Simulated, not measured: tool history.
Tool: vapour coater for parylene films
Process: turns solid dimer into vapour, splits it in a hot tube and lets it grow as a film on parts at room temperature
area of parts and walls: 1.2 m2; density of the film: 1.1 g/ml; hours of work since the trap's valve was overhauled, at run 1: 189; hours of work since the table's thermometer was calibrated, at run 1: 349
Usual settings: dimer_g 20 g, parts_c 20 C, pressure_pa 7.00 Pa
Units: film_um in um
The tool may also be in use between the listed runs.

run,hour,dimer_g,parts_c,pressure_pa,hours of work since the trap's valve was overhauled,hours of work since the table's thermometer was calibrated,film_um
1,0.0,20,20,7.00,189,349,7.77
2,22.0,20,20,7.00,208,368,7.77
3,41.4,20,23,7.00,225,385,7.36
4,65.6,20,23,7.00,246,405,7.28
5,83.0,20,23,7.00,261,420,7.21
6,96.0,20,23,7.00,272,432,7.06
7,108.0,20,23,7.00,282,442,7.17
8,125.8,20,23,7.00,298,457,7.17
9,138.3,24,20,7.00,309,468,9.09
10,153.0,24,20,7.00,321,481,9.06
11,177.9,24,20,7.00,343,502,9.15
12,193.7,20,20,7.00,356,516,7.65
13,214.4,20,26,7.00,374,534,6.77
14,232.9,20,26,7.00,390,550,6.66
15,255.0,20,26,7.00,409,569,6.64
16,269.4,20,26,7.00,422,581,6.65
17,288.9,20,20,7.00,438,598,7.39
18,311.0,20,14,7.00,457,617,8.13
19,335.8,20,20,9.14,479,638,6.92
20,350.2,20,20,7.00,491,651,7.26
21,367.1,20,20,7.00,506,665,7.42
22,390.2,20,20,4.33,526,685,8.14
23,403.2,20,20,7.00,537,696,7.22
24,420.4,20,20,11.97,552,711,6.42
25,439.4,20,20,11.97,568,728,6.37
26,450.1,20,20,11.13,577,737,6.41
27,469.2,20,13,2.79,594,753,10.03
28,493.1,12,13,2.08,614,774,6.30
29,509.9,30,18,2.38,629,788,14.01
# hour 537.4: trap's valve overhauled
30,537.4,30,18,2.38,0,808,15.62
31,559.6,30,18,2.38,19,828,15.75
32,582.7,30,18,2.63,39,847,15.41
33,605.4,20,20,3.08,59,867,9.49
34,624.5,20,20,3.08,75,883,9.56
35,639.6,9,16,5.32,88,897,4.08
36,651.4,14,15,7.60,98,907,5.92
37,676.5,33,15,7.61,120,928,13.67
38,687.9,35,24,7.00,130,938,12.63
39,707.3,35,24,7.00,146,955,12.72
40,724.6,35,24,7.00,161,970,12.62
41,737.3,35,24,7.00,172,981,12.66
42,754.0,29,20,7.00,187,995,11.21
43,773.2,19,21,4.06,203,1012,8.18
44,795.4,14,27,9.01,222,1031,4.51
45,822.0,14,27,9.01,245,1054,4.49
46,848.2,10,20,5.79,268,1076,3.94
47,870.4,20,22,11.04,287,1095,6.62

Forecast each of these 4 alternatives for the next run:
A,890.8,27,20,6.21,304,1113,?
B,890.8,9,22,5.71,304,1113,?
C,890.8,15,20,7.00,304,1113,?
D,890.8,14,27,11.04,304,1113,?

run,film_um
A,10.62
B,3.49
C,5.70
D,4.32
Without the tool's hidden state the same runs would have given:
run,film_um
A,11.36
B,3.73
C,6.10
D,4.63
